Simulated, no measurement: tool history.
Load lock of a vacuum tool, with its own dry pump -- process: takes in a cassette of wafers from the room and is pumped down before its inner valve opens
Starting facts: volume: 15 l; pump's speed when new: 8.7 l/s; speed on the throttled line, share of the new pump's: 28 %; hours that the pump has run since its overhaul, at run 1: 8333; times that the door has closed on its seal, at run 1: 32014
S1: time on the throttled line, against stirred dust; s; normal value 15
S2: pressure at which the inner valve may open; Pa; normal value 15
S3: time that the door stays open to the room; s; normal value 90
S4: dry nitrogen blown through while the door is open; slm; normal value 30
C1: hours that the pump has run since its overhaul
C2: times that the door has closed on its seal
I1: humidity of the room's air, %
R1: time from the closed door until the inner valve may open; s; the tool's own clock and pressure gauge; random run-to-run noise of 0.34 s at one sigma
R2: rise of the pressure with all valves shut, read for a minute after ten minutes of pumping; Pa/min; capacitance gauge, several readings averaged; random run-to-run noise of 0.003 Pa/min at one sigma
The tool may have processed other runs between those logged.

{"run": 1, "hour": 0.0, "S1": 15, "S2": 15, "S3": 90, "S4": 30, "C1": 8333, "C2": 32014, "I1": 44.7, "R1": 27.1, "R2": 0.268}
{"run": 2, "hour": 446.0, "S1": 15, "S2": 15, "S3": 90, "S4": 30, "C1": 8779, "C2": 33728, "I1": 43.2, "R1": 27.3, "R2": 0.277}
{"run": 3, "hour": 714.6, "S1": 15, "S2": 15, "S3": 90, "S4": 30, "C1": 9048, "C2": 34759, "I1": 46.1, "R1": 27.6, "R2": 0.303}
{"run": 4, "hour": 1144.5, "S1": 15, "S2": 15, "S3": 90, "S4": 30, "C1": 9478, "C2": 36411, "I1": 45.7, "R1": 27.9, "R2": 0.321}
{"run": 5, "hour": 1396.0, "S1": 15, "S2": 15, "S3": 90, "S4": 30, "C1": 9729, "C2": 37377, "I1": 44.6, "R1": 27.4, "R2": 0.329}
{"run": 6, "hour": 1695.4, "S1": 15, "S2": 15, "S3": 90, "S4": 30, "C1": 10029, "C2": 38527, "I1": 41.6, "R1": 27.1, "R2": 0.35}
{"run": 7, "hour": 1974.1, "S1": 15, "S2": 15, "S3": 90, "S4": 30, "C1": 10308, "C2": 39598, "I1": 45.9, "R1": 27.4, "R2": 0.355}
{"run": 8, "hour": 2266.3, "S1": 15, "S2": 15, "S3": 90, "S4": 30, "C1": 10600, "C2": 40721, "I1": 47.9, "R1": 28.1, "R2": 0.368}
{"run": 9, "hour": 2801.6, "S1": 15, "S2": 15, "S3": 90, "S4": 30, "C1": 11135, "C2": 42777, "I1": 41.5, "R1": 27.8, "R2": 0.401}
{"run": 10, "hour": 3257.2, "S1": 15, "S2": 15, "S3": 59, "S4": 7, "C1": 11591, "C2": 44527, "I1": 49, "R1": 27.5, "R2": 0.455}
{"run": 11, "hour": 3603.9, "S1": 20, "S2": 12, "S3": 90, "S4": 41, "C1": 11937, "C2": 45859, "I1": 44.8, "R1": 31.4, "R2": 0.44}
{"run": 12, "hour": 3918.1, "S1": 30, "S2": 25, "S3": 90, "S4": 31, "C1": 12252, "C2": 47066, "I1": 46.1, "R1": 37.3, "R2": 0.466}
{"run": 13, "hour": 4215.3, "S1": 30, "S2": 20, "S3": 90, "S4": 31, "C1": 12549, "C2": 48208, "I1": 45.1, "R1": 37.3, "R2": 0.484}
{"run": 14, "hour": 4742.8, "S1": 15, "S2": 21, "S3": 42, "S4": 4, "C1": 13076, "C2": 50234, "I1": 45.4, "R1": 27.7, "R2": 0.536}
{"hour": 4963.8, "done": "door's seal changed, seat wiped"}
{"run": 15, "hour": 5133.8, "S1": 15, "S2": 14, "S3": 137, "S4": 6, "C1": 13466, "C2": 653, "I1": 46.1, "R1": 28.2, "R2": 0.075}
{"run": 16, "hour": 5606.4, "S1": 15, "S2": 14, "S3": 137, "S4": 6, "C1": 13938, "C2": 2468, "I1": 47.1, "R1": 28.7, "R2": 0.078}

Predict each of these 3 candidate next runs independently; none follows another, all start after run 16:
{"run": "A", "hour": 5956.5, "S1": 15, "S2": 10, "S3": 137, "S4": 8, "C1": 14288, "C2": 3813, "I1": 48.1, "R1": "?", "R2": "?"}
{"run": "B", "hour": 5956.5, "S1": 15, "S2": 10, "S3": 137, "S4": 6, "C1": 14288, "C2": 3813, "I1": 44.4, "R1": "?", "R2": "?"}
{"run": "C", "hour": 5956.5, "S1": 15, "S2": 14, "S3": 133, "S4": 6, "C1": 14288, "C2": 3813, "I1": 43.8, "R1": "?", "R2": "?"}

run=A R1=29 R2=0.076
run=B R1=29.9 R2=0.08
run=C R1=28.6 R2=0.078
Take away the tool's hidden state, keep each run's random variation, and the runs would have read:
run=A R1=26.6 R2=0.063
run=B R1=27.5 R2=0.067
run=C R1=26.4 R2=0.065

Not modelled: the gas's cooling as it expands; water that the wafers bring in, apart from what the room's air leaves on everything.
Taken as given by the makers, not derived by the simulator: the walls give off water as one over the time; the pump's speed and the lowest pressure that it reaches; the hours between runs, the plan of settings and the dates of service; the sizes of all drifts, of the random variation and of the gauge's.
